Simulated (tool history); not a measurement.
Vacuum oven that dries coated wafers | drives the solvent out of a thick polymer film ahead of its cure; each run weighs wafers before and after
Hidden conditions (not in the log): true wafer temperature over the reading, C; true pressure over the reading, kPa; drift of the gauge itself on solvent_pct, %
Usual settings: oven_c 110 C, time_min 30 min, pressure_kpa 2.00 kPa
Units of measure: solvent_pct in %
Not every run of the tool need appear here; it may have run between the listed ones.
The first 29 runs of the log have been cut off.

run    hour  oven_c  time_min  pressure_kpa  hours of work since the thermocouples were calibrated  hours of work since the vacuum gauge was cleaned of residue  solvent_pct
 30  1404.0     110        30          2.17                                                    139                                                         2059         2.96
     1414.3  -- vacuum gauge cleaned of residue and calibrated
 31  1443.9     110        30          2.17                                                    163                                                           19         2.38
 32  1490.4     110        30          4.89                                                    192                                                           48         4.12
 33  1539.2     110        30          4.89                                                    223                                                           79         4.11
 34  1603.7     111        25          4.06                                                    263                                                          119         3.76
 35  1649.2     121        15          3.11                                                    292                                                          148         2.99
 36  1683.0     108        35          2.11                                                    313                                                          169         2.41
 37  1728.0     114        32          2.00                                                    342                                                          198         1.88
 38  1783.9     114        25          2.00                                                    377                                                          233         2.42
 39  1838.2     114        25          2.00                                                    411                                                          267         2.30
 40  1894.3     110        23          1.88                                                    447                                                          303         3.12
 41  1949.7     110        23          1.88                                                    482                                                          337         3.18
 42  2005.6     122        26          7.60                                                    517                                                          373         3.88
 43  2050.1     110        33          4.00                                                    545                                                          401         3.52
 44  2094.5     120        29          3.42                                                    573                                                          429         2.03
 45  2145.8     104        44          1.57                                                    605                                                          461         2.32
 46  2178.8     104        44          1.57                                                    626                                                          482         2.34

Forecast each of these 3 alternatives for the next run:
  A  2227.9     110        32          2.00                                                    657                                                          513            ?
  B  2227.9     111        27          6.30                                                    657                                                          513            ?
  C  2227.9     124        44          1.29                                                    657                                                          513            ?

run  solvent_pct
  A         2.39
  B         5.16
  C         0.64
The same runs, with their run-to-run variation unchanged, on a tool lacking any hidden condition would have given:
run  solvent_pct
  A         2.10
  B         4.80
  C         0.51

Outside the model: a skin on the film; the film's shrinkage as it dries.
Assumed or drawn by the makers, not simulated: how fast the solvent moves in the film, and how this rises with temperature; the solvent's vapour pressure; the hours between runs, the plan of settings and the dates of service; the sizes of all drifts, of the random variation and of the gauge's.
